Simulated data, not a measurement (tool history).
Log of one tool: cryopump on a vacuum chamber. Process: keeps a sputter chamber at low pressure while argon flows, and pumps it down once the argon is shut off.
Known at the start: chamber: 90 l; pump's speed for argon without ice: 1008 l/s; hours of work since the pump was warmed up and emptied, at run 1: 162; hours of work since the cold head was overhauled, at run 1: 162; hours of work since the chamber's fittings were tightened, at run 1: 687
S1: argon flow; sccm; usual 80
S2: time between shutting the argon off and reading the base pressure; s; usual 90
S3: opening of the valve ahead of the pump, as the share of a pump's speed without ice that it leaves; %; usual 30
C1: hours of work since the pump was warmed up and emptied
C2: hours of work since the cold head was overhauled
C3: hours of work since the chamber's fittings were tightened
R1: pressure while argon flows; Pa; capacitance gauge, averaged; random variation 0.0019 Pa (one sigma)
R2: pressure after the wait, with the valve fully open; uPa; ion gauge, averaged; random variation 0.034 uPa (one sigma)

Run 1, day 0: usual settings; C1 162; C2 162; C3 687. Result: R1 0.4611 Pa, R2 2.28 uPa.
Run 2, day 1.842: usual settings; C1 184; C2 184; C3 709. Result: R1 0.4659 Pa, R2 2.39 uPa.
Run 3, day 4.612: usual settings; C1 217; C2 217; C3 742. Result: R1 0.4691 Pa, R2 2.4 uPa.
Run 4, day 6.417: usual settings; C1 238; C2 238; C3 763. Result: R1 0.4683 Pa, R2 2.41 uPa.
Run 5, day 8.646: usual settings but S2 167 s; C1 264; C2 264; C3 789. Result: R1 0.4732 Pa, R2 1.75 uPa.
Run 6, day 11.042: usual settings but S2 167 s; C1 293; C2 293; C3 818. Result: R1 0.4743 Pa, R2 1.8 uPa.
Run 7, day 14.621: usual settings but S2 167 s; C1 335; C2 335; C3 860. Result: R1 0.4835 Pa, R2 1.82 uPa.
Run 8, day 16.779: usual settings; C1 361; C2 361; C3 886. Result: R1 0.4832 Pa, R2 2.55 uPa.
Run 9, day 19.362: usual settings; C1 391; C2 391; C3 916. Result: R1 0.4885 Pa, R2 2.71 uPa.
Run 10, day 21.508: usual settings but S3 46 %; C1 416; C2 416; C3 942. Result: R1 0.3358 Pa, R2 2.74 uPa.
Run 11, day 24.325: usual settings but S1 159 sccm, S3 46 %; C1 450; C2 450; C3 975. Result: R1 0.6742 Pa, R2 2.77 uPa.
Run 12, day 26.746: usual settings but S1 159 sccm, S3 46 %; C1 478; C2 478; C3 1004. Result: R1 0.6893 Pa, R2 2.74 uPa.
Run 13, day 29.579: usual settings but S1 159 sccm, S3 46 %; C1 512; C2 512; C3 1037. Result: R1 0.6971 Pa, R2 2.85 uPa.
At day 29.942: pump warmed up, emptied and cooled again.
Run 14, day 31.996: usual settings but S1 72 sccm, S2 263 s, S3 39 %; C1 24; C2 538; C3 1063. Result: R1 0.3112 Pa, R2 1.54 uPa.
Run 15, day 35.146: usual settings but S1 41 sccm, S2 68 s, S3 17 %; C1 62; C2 575; C3 1100. Result: R1 0.4082 Pa, R2 3.13 uPa.
Run 16, day 37.188: usual settings but S1 41 sccm, S2 68 s, S3 17 %; C1 86; C2 599; C3 1125. Result: R1 0.4083 Pa, R2 3.1 uPa.
Run 17, day 40.662: usual settings but S1 102 sccm, S2 171 s; C1 127; C2 641; C3 1166. Result: R1 0.5864 Pa, R2 1.92 uPa.
Run 18, day 43.958: usual settings but S1 102 sccm, S2 171 s; C1 166; C2 680; C3 1205. Result: R1 0.5909 Pa, R2 1.97 uPa.
Run 19, day 47.388: usual settings but S1 102 sccm, S2 171 s; C1 206; C2 720; C3 1245. Result: R1 0.5956 Pa, R2 2.04 uPa.
Run 20, day 51.054: usual settings but S1 57 sccm, S2 50 s, S3 26 %; C1 250; C2 763; C3 1289. Result: R1 0.3857 Pa, R2 4.03 uPa.
Run 21, day 54.683: usual settings but S1 57 sccm, S2 50 s, S3 26 %; C1 293; C2 806; C3 1332. Result: R1 0.39 Pa, R2 4.09 uPa.
Run 22, day 56.767: usual settings but S1 83 sccm, S3 17 %; C1 317; C2 831; C3 1356. Result: R1 0.8589 Pa, R2 2.98 uPa.
Run 23, day 59.383: usual settings but S1 83 sccm, S3 17 %; C1 348; C2 862; C3 1387. Result: R1 0.8583 Pa, R2 3.01 uPa.
Run 24, day 61.342: usual settings but S2 141 s, S3 41 %; C1 371; C2 885; C3 1410. Result: R1 0.3719 Pa, R2 2.43 uPa.

Forecast each of these 4 alternatives for the next run:
Run A, day 63.558: usual settings but S1 38 sccm, S2 141 s, S3 41 %; C1 398; C2 911; C3 1436. Result: R1 ?, R2 ?.
Run B, day 63.558: usual settings but S1 131 sccm, S3 48 %; C1 398; C2 911; C3 1436. Result: R1 ?, R2 ?.
Run C, day 63.558: usual settings but S1 53 sccm, S2 123 s, S3 25 %; C1 398; C2 911; C3 1436. Result: R1 ?, R2 ?.
Run D, day 63.558: usual settings but S2 76 s, S3 17 %; C1 398; C2 911; C3 1436. Result: R1 ?, R2 ?.

run      R1    R2
  A  0.1779  2.57
  B  0.5393  2.95
  C  0.3842  2.58
  D  0.8353  3.34
Without the tool's hidden state the same runs would have given:
run      R1    R2
  A  0.1555  1.33
  B  0.4617  1.75
  C  0.3532  1.37
  D  0.7883  2.12
